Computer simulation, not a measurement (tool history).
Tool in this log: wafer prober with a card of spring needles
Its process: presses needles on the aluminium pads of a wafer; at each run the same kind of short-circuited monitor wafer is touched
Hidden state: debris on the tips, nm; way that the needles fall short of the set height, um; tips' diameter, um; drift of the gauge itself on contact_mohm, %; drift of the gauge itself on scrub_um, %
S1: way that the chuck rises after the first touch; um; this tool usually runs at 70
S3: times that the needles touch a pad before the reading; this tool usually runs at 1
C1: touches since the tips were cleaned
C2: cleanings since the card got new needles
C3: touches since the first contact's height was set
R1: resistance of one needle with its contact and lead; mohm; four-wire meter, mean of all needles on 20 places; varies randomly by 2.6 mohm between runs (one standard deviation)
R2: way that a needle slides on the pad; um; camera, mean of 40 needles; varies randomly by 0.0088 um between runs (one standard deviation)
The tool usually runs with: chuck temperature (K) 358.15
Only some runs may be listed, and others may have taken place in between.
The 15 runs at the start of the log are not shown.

{"run": 16, "hour": 105.7, "S1": 70, "chuck temperature (K)": 358.15, "S3": 1, "C1": 3597, "C2": 17, "C3": 81120, "R1": 406, "R2": 14.014}
{"run": 17, "hour": 114.3, "S1": 70, "chuck temperature (K)": 304.15, "S3": 1, "C1": 8710, "C2": 17, "C3": 86233, "R1": 417, "R2": 14.007}
{"hour": 115.0, "done": "tips cleaned on abrasive film"}
{"hour": 120.4, "done": "height of the first contact set anew"}
{"run": 18, "hour": 122.8, "S1": 64, "chuck temperature (K)": 351.15, "S3": 2, "C1": 4455, "C2": 18, "C3": 1441, "R1": 379, "R2": 12.953}
{"run": 19, "hour": 128.6, "S1": 54, "chuck temperature (K)": 324.15, "S3": 1, "C1": 7880, "C2": 18, "C3": 4866, "R1": 513, "R2": 10.93}
{"hour": 131.2, "done": "tips cleaned on abrasive film"}
{"run": 20, "hour": 133.1, "S1": 77, "chuck temperature (K)": 309.15, "S3": 1, "C1": 1107, "C2": 19, "C3": 7425, "R1": 335, "R2": 15.569}
{"run": 21, "hour": 141.6, "S1": 77, "chuck temperature (K)": 309.15, "S3": 1, "C1": 6143, "C2": 19, "C3": 12461, "R1": 393, "R2": 15.579}
{"hour": 146.5, "done": "tips cleaned on abrasive film"}
{"run": 22, "hour": 149.3, "S1": 70, "chuck temperature (K)": 339.15, "S3": 1, "C1": 1678, "C2": 20, "C3": 16995, "R1": 376, "R2": 14.136}
{"run": 23, "hour": 156.9, "S1": 83, "chuck temperature (K)": 299.15, "S3": 1, "C1": 6144, "C2": 20, "C3": 21461, "R1": 373, "R2": 16.783}
{"hour": 161.8, "done": "tips cleaned on abrasive film"}
{"run": 24, "hour": 163.9, "S1": 70, "chuck temperature (K)": 358.15, "S3": 1, "C1": 1275, "C2": 21, "C3": 25567, "R1": 356, "R2": 14.135}
{"run": 25, "hour": 168.8, "S1": 70, "chuck temperature (K)": 358.15, "S3": 1, "C1": 4124, "C2": 21, "C3": 28416, "R1": 410, "R2": 14.13}
{"hour": 177.6, "done": "tips cleaned on abrasive film"}
{"run": 26, "hour": 177.6, "S1": 82, "chuck temperature (K)": 398.15, "S3": 2, "C1": 0, "C2": 22, "C3": 33566, "R1": 311, "R2": 16.544}
{"run": 27, "hour": 185.5, "S1": 76, "chuck temperature (K)": 384.15, "S3": 2, "C1": 4686, "C2": 22, "C3": 38252, "R1": 360, "R2": 15.314}
{"hour": 192.9, "done": "tips cleaned on abrasive film"}
{"run": 28, "hour": 193.4, "S1": 53, "chuck temperature (K)": 358.15, "S3": 2, "C1": 295, "C2": 23, "C3": 42850, "R1": 324, "R2": 10.652}
{"run": 29, "hour": 200.1, "S1": 53, "chuck temperature (K)": 358.15, "S3": 2, "C1": 4236, "C2": 23, "C3": 46791, "R1": 425, "R2": 10.668}
{"run": 30, "hour": 207.6, "S1": 60, "chuck temperature (K)": 358.15, "S3": 3, "C1": 8691, "C2": 23, "C3": 51246, "R1": 362, "R2": 12.064}
{"hour": 208.2, "done": "tips cleaned on abrasive film"}
{"run": 31, "hour": 214.0, "S1": 52, "chuck temperature (K)": 367.15, "S3": 3, "C1": 3414, "C2": 24, "C3": 54944, "R1": 377, "R2": 10.428}
{"run": 32, "hour": 222.8, "S1": 52, "chuck temperature (K)": 367.15, "S3": 3, "C1": 8625, "C2": 24, "C3": 60155, "R1": 387, "R2": 10.438}
{"hour": 223.5, "done": "tips cleaned on abrasive film"}
{"run": 33, "hour": 229.7, "S1": 81, "chuck temperature (K)": 395.15, "S3": 2, "C1": 3678, "C2": 25, "C3": 64178, "R1": 351, "R2": 16.278}

5 options for the next run, each taken on its own from the tool as it stands now. Forecast them:
{"run": "A", "hour": 236.3, "S1": 81, "chuck temperature (K)": 345.15, "S3": 2, "C1": 7617, "C2": 25, "C3": 68117, "R1": "?", "R2": "?"}
{"run": "B", "hour": 236.3, "S1": 90, "chuck temperature (K)": 367.15, "S3": 1, "C1": 7617, "C2": 25, "C3": 68117, "R1": "?", "R2": "?"}
{"run": "C", "hour": 236.3, "S1": 62, "chuck temperature (K)": 358.15, "S3": 2, "C1": 7617, "C2": 25, "C3": 68117, "R1": "?", "R2": "?"}
{"run": "D", "hour": 236.3, "S1": 70, "chuck temperature (K)": 302.15, "S3": 3, "C1": 7617, "C2": 25, "C3": 68117, "R1": "?", "R2": "?"}
{"run": "E", "hour": 236.3, "S1": 57, "chuck temperature (K)": 358.15, "S3": 1, "C1": 7617, "C2": 25, "C3": 68117, "R1": "?", "R2": "?"}

run=A R1=352 R2=16.285
run=B R1=382 R2=18.111
run=C R1=402 R2=12.444
run=D R1=331 R2=14.064
run=E R1=500 R2=11.427
With the hidden condition removed and each run's random variation left untouched, the same runs would have given:
run=A R1=289 R2=16.405
run=B R1=297 R2=18.230
run=C R1=301 R2=12.564
run=D R1=278 R2=14.184
run=E R1=303 R2=11.546
